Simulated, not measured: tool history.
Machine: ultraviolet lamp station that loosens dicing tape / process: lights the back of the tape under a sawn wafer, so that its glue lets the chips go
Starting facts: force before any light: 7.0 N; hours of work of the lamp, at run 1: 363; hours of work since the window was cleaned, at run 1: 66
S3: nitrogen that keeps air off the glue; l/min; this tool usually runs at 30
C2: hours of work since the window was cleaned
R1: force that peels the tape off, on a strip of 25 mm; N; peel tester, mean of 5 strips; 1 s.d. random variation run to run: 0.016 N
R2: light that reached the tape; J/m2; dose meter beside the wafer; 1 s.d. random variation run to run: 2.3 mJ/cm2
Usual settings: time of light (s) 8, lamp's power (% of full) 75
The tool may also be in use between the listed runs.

run 1 hour=0 | time_of_light_(s)=8 lamp's_power_(%_of_full)=75 S3=30 | hours_of_work_of_the_lamp=363 C2=66 | R1=1.148 R2=1980
run 2 hour=11.8 | time_of_light_(s)=8 lamp's_power_(%_of_full)=75 S3=30 | hours_of_work_of_the_lamp=370 C2=74 | R1=1.083 R2=1990
run 3 hour=24.4 | time_of_light_(s)=8 lamp's_power_(%_of_full)=75 S3=30 | hours_of_work_of_the_lamp=378 C2=82 | R1=1.109 R2=1960
run 4 hour=40.4 | time_of_light_(s)=8 lamp's_power_(%_of_full)=75 S3=30 | hours_of_work_of_the_lamp=388 C2=92 | R1=1.144 R2=1970
run 5 hour=57.9 | time_of_light_(s)=8 lamp's_power_(%_of_full)=94 S3=30 | hours_of_work_of_the_lamp=399 C2=102 | R1=0.768 R2=2430
run 6 hour=74.4 | time_of_light_(s)=8 lamp's_power_(%_of_full)=94 S3=30 | hours_of_work_of_the_lamp=409 C2=113 | R1=0.797 R2=2360
run 7 hour=91.9 | time_of_light_(s)=8 lamp's_power_(%_of_full)=75 S3=30 | hours_of_work_of_the_lamp=420 C2=124 | R1=1.15 R2=1900
run 8 hour=108.9 | time_of_light_(s)=8 lamp's_power_(%_of_full)=75 S3=30 | hours_of_work_of_the_lamp=431 C2=134 | R1=1.21 R2=1890
run 9 hour=121.1 | time_of_light_(s)=8 lamp's_power_(%_of_full)=75 S3=21 | hours_of_work_of_the_lamp=438 C2=142 | R1=1.352 R2=1860
run 10 hour=143.9 | time_of_light_(s)=8 lamp's_power_(%_of_full)=75 S3=30 | hours_of_work_of_the_lamp=452 C2=156 | R1=1.178 R2=1840
run 11 hour=166.8 | time_of_light_(s)=6 lamp's_power_(%_of_full)=86 S3=46 | hours_of_work_of_the_lamp=467 C2=170 | R1=1.421 R2=1540
run 12 hour=182.8 | time_of_light_(s)=12 lamp's_power_(%_of_full)=60 S3=10 | hours_of_work_of_the_lamp=476 C2=180 | R1=1.397 R2=2180
run 13 hour=206.5 | time_of_light_(s)=10 lamp's_power_(%_of_full)=96 S3=13 | hours_of_work_of_the_lamp=491 C2=195 | R1=0.791 R2=2840
run 14 hour=228.2 | time_of_light_(s)=10 lamp's_power_(%_of_full)=82 S3=13 | hours_of_work_of_the_lamp=505 C2=209 | R1=1.106 R2=2390
run 15 hour=248.1 | time_of_light_(s)=10 lamp's_power_(%_of_full)=82 S3=13 | hours_of_work_of_the_lamp=517 C2=221 | R1=1.065 R2=2360
run 16 hour=258.2 | time_of_light_(s)=10 lamp's_power_(%_of_full)=82 S3=13 | hours_of_work_of_the_lamp=523 C2=227 | R1=1.086 R2=2400
run 17 hour=281.3 | time_of_light_(s)=10 lamp's_power_(%_of_full)=82 S3=13 | hours_of_work_of_the_lamp=538 C2=242 | R1=1.101 R2=2380
run 18 hour=301.8 | time_of_light_(s)=10 lamp's_power_(%_of_full)=69 S3=14 | hours_of_work_of_the_lamp=551 C2=254 | R1=1.44 R2=1940
run 19 hour=313.5 | time_of_light_(s)=7 lamp's_power_(%_of_full)=64 S3=21 | hours_of_work_of_the_lamp=558 C2=262 | R1=2.195 R2=1250
run 20 hour=323.6 | time_of_light_(s)=7 lamp's_power_(%_of_full)=70 S3=20 | hours_of_work_of_the_lamp=564 C2=268 | R1=2.082 R2=1400

Each row is a separate what-if for the run after 20, all from the same tool condition, not one after another. Results?
run A hour=333.8 | time_of_light_(s)=12 lamp's_power_(%_of_full)=75 S3=28 | hours_of_work_of_the_lamp=571 C2=274 | R1=? R2=?
run B hour=333.8 | time_of_light_(s)=8 lamp's_power_(%_of_full)=75 S3=30 | hours_of_work_of_the_lamp=571 C2=274 | R1=? R2=?
run C hour=333.8 | time_of_light_(s)=7 lamp's_power_(%_of_full)=70 S3=44 | hours_of_work_of_the_lamp=571 C2=274 | R1=? R2=?
run D hour=333.8 | time_of_light_(s)=4 lamp's_power_(%_of_full)=69 S3=10 | hours_of_work_of_the_lamp=571 C2=274 | R1=? R2=?
run E hour=333.8 | time_of_light_(s)=5 lamp's_power_(%_of_full)=75 S3=10 | hours_of_work_of_the_lamp=571 C2=274 | R1=? R2=?

run=A R1=0.737 R2=2540
run=B R1=1.391 R2=1640
run=C R1=1.657 R2=1340
run=D R1=3.918 R2=790
run=E R1=3.108 R2=1070
Stripped of hidden state, with their random variation kept, the same runs would have yielded:
run=A R1=0.388 R2=3610
run=B R1=0.771 R2=2350
run=C R1=0.966 R2=1920
run=D R1=3.066 R2=1130
run=E R1=2.243 R2=1520
